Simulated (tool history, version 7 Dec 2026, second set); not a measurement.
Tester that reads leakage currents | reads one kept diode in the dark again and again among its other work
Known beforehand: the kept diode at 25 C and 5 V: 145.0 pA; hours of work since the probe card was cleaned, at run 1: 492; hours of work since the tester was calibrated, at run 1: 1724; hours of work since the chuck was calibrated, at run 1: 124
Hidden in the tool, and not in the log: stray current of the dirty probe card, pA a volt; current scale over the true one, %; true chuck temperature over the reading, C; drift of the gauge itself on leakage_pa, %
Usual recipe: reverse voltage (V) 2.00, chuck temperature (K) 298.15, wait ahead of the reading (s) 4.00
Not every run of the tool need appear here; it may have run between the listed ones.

run	day	reverse voltage (V)	chuck temperature (K)	wait ahead of the reading (s)	hours of work since the probe card was cleaned	hours of work since the tester was calibrated	hours of work since the chuck was calibrated	current that the tester gives (pA)
1	0.000	2.00	298.15	4.00	492	1724	124	90.76
2	1.067	2.00	298.15	4.00	505	1736	136	90.31
3	2.133	2.00	298.15	4.00	517	1749	149	90.49
4	2.871	2.00	298.15	4.00	526	1758	158	90.74
5	3.696	2.00	298.15	4.00	536	1768	168	91.19
6	4.971	15.47	307.15	4.00	551	1783	183	556.28
7	6.092	15.47	307.15	4.00	564	1796	196	559.73
8	7.642	1.88	298.15	4.00	583	1814	214	87.83
9	8.471	7.44	298.15	3.33	593	1824	224	181.22
10	9.929	2.44	301.15	0.52	610	1841	242	130.35

What if the next run were any one of these 5? Each begins from the tool's condition after run 10:
A	11.404	1.88	295.15	0.52	628	1859	259	?
B	11.404	2.00	313.15	3.26	628	1859	259	?
C	11.404	1.50	306.15	4.62	628	1859	259	?
D	11.404	2.00	307.15	0.67	628	1859	259	?
E	11.404	2.32	297.15	3.21	628	1859	259	?

run	current that the tester gives (pA)
A	68.17
B	310.63
C	152.69
D	192.21
E	90.45
What these runs would have given with no unlogged condition in the tool:
run	current that the tester gives (pA)
A	67.64
B	310.55
C	152.44
D	191.87
E	89.80

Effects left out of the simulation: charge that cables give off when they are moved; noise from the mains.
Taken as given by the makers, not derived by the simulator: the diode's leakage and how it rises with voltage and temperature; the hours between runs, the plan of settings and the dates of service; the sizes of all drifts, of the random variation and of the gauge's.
